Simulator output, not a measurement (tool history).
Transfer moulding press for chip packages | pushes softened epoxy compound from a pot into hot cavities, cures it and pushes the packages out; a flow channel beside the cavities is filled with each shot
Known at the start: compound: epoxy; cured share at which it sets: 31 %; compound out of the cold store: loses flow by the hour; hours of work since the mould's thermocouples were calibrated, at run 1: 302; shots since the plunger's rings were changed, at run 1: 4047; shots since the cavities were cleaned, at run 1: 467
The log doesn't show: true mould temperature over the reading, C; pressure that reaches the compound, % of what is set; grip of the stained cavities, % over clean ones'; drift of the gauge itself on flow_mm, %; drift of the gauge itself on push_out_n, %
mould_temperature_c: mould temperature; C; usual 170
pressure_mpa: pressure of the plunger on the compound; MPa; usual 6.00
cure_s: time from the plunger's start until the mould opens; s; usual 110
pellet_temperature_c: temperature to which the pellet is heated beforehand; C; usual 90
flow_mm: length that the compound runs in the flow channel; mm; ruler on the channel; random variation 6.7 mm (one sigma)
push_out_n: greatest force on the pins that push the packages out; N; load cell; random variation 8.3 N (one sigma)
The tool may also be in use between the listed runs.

| run | hour | mould_temperature_c | pressure_mpa | cure_s | pellet_temperature_c | hours of work since the mould's thermocouples were calibrated | shots since the plunger's rings were changed | shots since the cavities were cleaned | incoming compound's hours out of the cold store | flow_mm | push_out_n |
|---|---|---|---|---|---|---|---|---|---|---|---|
| 1 | 0.0 | 170 | 6.00 | 110 | 90 | 302 | 4047 | 467 | 26.9 | 770 | 351 |
|  | 31.3 | cavities cleaned with cleaning compound and waxed |
| 2 | 36.5 | 170 | 6.00 | 110 | 99 | 327 | 4437 | 57 | 12.7 | 830 | 385 |
| 3 | 59.2 | 170 | 6.00 | 110 | 90 | 344 | 4691 | 311 | 38.1 | 726 | 365 |
| 4 | 83.1 | 170 | 4.87 | 110 | 90 | 361 | 4957 | 577 | 35.8 | 666 | 363 |
|  | 104.6 | cavities cleaned with cleaning compound and waxed |
| 5 | 104.6 | 170 | 6.00 | 110 | 84 | 375 | 5180 | 0 | 45.9 | 705 | 372 |
| 6 | 143.9 | 164 | 6.00 | 110 | 90 | 404 | 5620 | 440 | 25.4 | 786 | 487 |
| 7 | 165.0 | 164 | 6.00 | 110 | 90 | 419 | 5855 | 675 | 29.3 | 766 | 473 |
|  | 180.1 | cavities cleaned with cleaning compound and waxed |
| 8 | 189.9 | 164 | 6.00 | 110 | 90 | 436 | 6116 | 110 | 16.5 | 834 | 488 |
| 9 | 217.8 | 164 | 6.00 | 110 | 90 | 456 | 6427 | 421 | 26.0 | 800 | 482 |
|  | 254.8 | cavities cleaned with cleaning compound and waxed |
| 10 | 254.8 | 164 | 6.00 | 110 | 90 | 482 | 6823 | 0 | 24.9 | 789 | 500 |
|  | 270.3 | plunger's sealing rings changed |
| 11 | 281.3 | 164 | 6.00 | 110 | 90 | 499 | 122 | 268 | 23.3 | 801 | 494 |
| 12 | 308.7 | 164 | 6.00 | 110 | 90 | 519 | 429 | 575 | 13.8 | 849 | 503 |
| 13 | 325.6 | 164 | 6.00 | 110 | 90 | 531 | 617 | 763 | 31.7 | 767 | 479 |
|  | 330.5 | cavities cleaned with cleaning compound and waxed |
| 14 | 366.8 | 173 | 6.00 | 122 | 90 | 560 | 1060 | 405 | 25.1 | 776 | 329 |
| 15 | 398.9 | 174 | 5.36 | 110 | 91 | 583 | 1419 | 764 | 19.7 | 742 | 360 |
|  | 404.1 | cavities cleaned with cleaning compound and waxed |
| 16 | 432.9 | 174 | 5.36 | 110 | 91 | 607 | 1781 | 321 | 31.9 | 699 | 345 |
| 17 | 464.5 | 174 | 7.27 | 108 | 91 | 630 | 2134 | 674 | 32.0 | 822 | 337 |
|  | 478.1 | cavities cleaned with cleaning compound and waxed |
| 18 | 496.8 | 173 | 7.27 | 108 | 88 | 652 | 2478 | 210 | 22.8 | 854 | 337 |
| 19 | 514.1 | 176 | 5.46 | 110 | 95 | 664 | 2671 | 403 | 39.1 | 669 | 345 |
| 20 | 540.0 | 176 | 6.40 | 110 | 86 | 683 | 2960 | 692 | 39.6 | 729 | 332 |
|  | 551.7 | cavities cleaned with cleaning compound and waxed |
| 21 | 558.2 | 166 | 6.40 | 110 | 86 | 695 | 3146 | 72 | 41.8 | 744 | 412 |
| 22 | 575.7 | 166 | 7.35 | 110 | 85 | 708 | 3342 | 268 | 10.4 | 942 | 465 |
| 23 | 601.5 | 173 | 6.00 | 144 | 88 | 726 | 3630 | 556 | 28.0 | 767 | 338 |
|  | 627.2 | cavities cleaned with cleaning compound and waxed |
| 24 | 641.3 | 170 | 6.00 | 110 | 90 | 754 | 4057 | 157 | 37.9 | 729 | 352 |
| 25 | 660.5 | 168 | 6.00 | 110 | 99 | 768 | 4271 | 371 | 45.7 | 709 | 377 |

4 ways to go on from here, each from the tool as it stands after run 25. What would each give?
| A | 679.8 | 168 | 6.50 | 110 | 82 | 782 | 4487 | 587 | 30.5 | ? | ? |
| B | 679.8 | 168 | 6.00 | 110 | 100 | 782 | 4487 | 587 | 8.4 | ? | ? |
| C | 679.8 | 170 | 5.28 | 110 | 82 | 782 | 4487 | 587 | 36.8 | ? | ? |
| D | 679.8 | 168 | 7.49 | 110 | 99 | 782 | 4487 | 587 | 44.6 | ? | ? |

| run | flow_mm | push_out_n |
|---|---|---|
| A | 790 | 381 |
| B | 846 | 412 |
| C | 685 | 379 |
| D | 788 | 388 |
Without the tool's hidden state the same runs would have given:
| run | flow_mm | push_out_n |
|---|---|---|
| A | 791 | 375 |
| B | 847 | 406 |
| C | 686 | 374 |
| D | 789 | 382 |
